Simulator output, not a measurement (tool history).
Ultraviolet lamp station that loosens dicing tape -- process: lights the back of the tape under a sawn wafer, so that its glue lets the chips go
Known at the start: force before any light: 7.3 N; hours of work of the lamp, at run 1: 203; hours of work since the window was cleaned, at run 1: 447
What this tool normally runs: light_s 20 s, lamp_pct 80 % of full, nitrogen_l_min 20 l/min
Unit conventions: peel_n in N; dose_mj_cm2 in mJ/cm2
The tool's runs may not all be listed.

run,hour,light_s,lamp_pct,nitrogen_l_min,hours of work of the lamp,hours of work since the window was cleaned,peel_n,dose_mj_cm2
1,0,20,80,20,203,447,0.68,332
2,23.7,20,80,20,220,463,0.683,321
3,47.1,20,80,20,236,480,0.667,333
4,87.7,20,80,20,265,508,0.67,328
5,126.6,20,80,20,292,536,0.677,330
6,157.2,20,80,12,313,557,0.908,330
7,178.6,20,80,20,329,572,0.676,326
8,201.6,20,80,20,345,588,0.708,330
9,236.7,20,80,20,369,613,0.653,327
10,265.4,20,80,20,390,633,0.651,332
11,286.7,20,80,20,405,648,0.662,328
# hour 290.8: window cleaned of glue's vapour
12,313.3,20,80,20,423,16,0.688,326
13,347.3,20,80,20,447,40,0.688,329
14,387.3,20,80,20,475,68,0.681,328
15,422.3,20,80,20,500,92,0.675,328
16,460.4,20,80,20,526,119,0.675,332
17,499.1,20,80,20,554,147,0.673,326
18,526.6,20,80,20,573,166,0.678,331
19,563.5,20,80,20,599,192,0.688,329
20,595.3,20,80,20,621,214,0.689,329
21,631,17,80,20,646,239,0.889,279
22,672,17,80,20,675,268,0.897,279
23,697.5,13,80,39,693,286,1.088,216
24,727.9,24,86,39,714,307,0.29,426
25,765.9,24,86,39,741,334,0.287,428
26,784.5,24,86,39,754,347,0.3,426
27,802.1,24,86,18,767,360,0.453,422
28,830.1,15,61,29,786,379,1.497,191
29,868,17,80,9,813,406,1.428,278
30,902.6,17,80,9,837,430,1.455,284
31,933.3,18,80,30,859,452,0.65,294
32,954.9,18,80,30,874,467,0.661,297
33,995.8,18,82,7,903,496,1.464,304
34,1028.5,18,82,7,926,519,1.548,301
# hour 1038.9: lamp changed
35,1054.9,20,80,34,11,537,0.516,331
36,1074.7,11,76,35,25,551,1.592,174
37,1102.5,20,89,24,45,570,0.483,367
38,1135.1,16,88,21,68,593,0.847,290
39,1167.9,16,88,21,91,616,0.803,291
40,1200.1,10,87,27,113,639,1.631,177
# hour 1219.7: window cleaned of glue's vapour
41,1225.9,11,85,16,131,4,1.84,194
42,1267.5,11,85,16,160,34,1.785,194

Forecast each of these 5 alternatives for the next run:
A,1299.5,38,99,20,183,56,?,?
B,1299.5,11,85,7,183,56,?,?
C,1299.5,20,80,19,183,56,?,?
D,1299.5,20,80,10,183,56,?,?
E,1299.5,20,80,38,183,56,?,?

run,peel_n,dose_mj_cm2
A,0.194,775
B,2.631,191
C,0.718,332
D,1.037,331
E,0.485,332
Stripped of hidden state, with their random variation kept, the same runs would have yielded:
run,peel_n,dose_mj_cm2
A,0.194,776
B,2.629,192
C,0.717,332
D,1.035,332
E,0.484,332
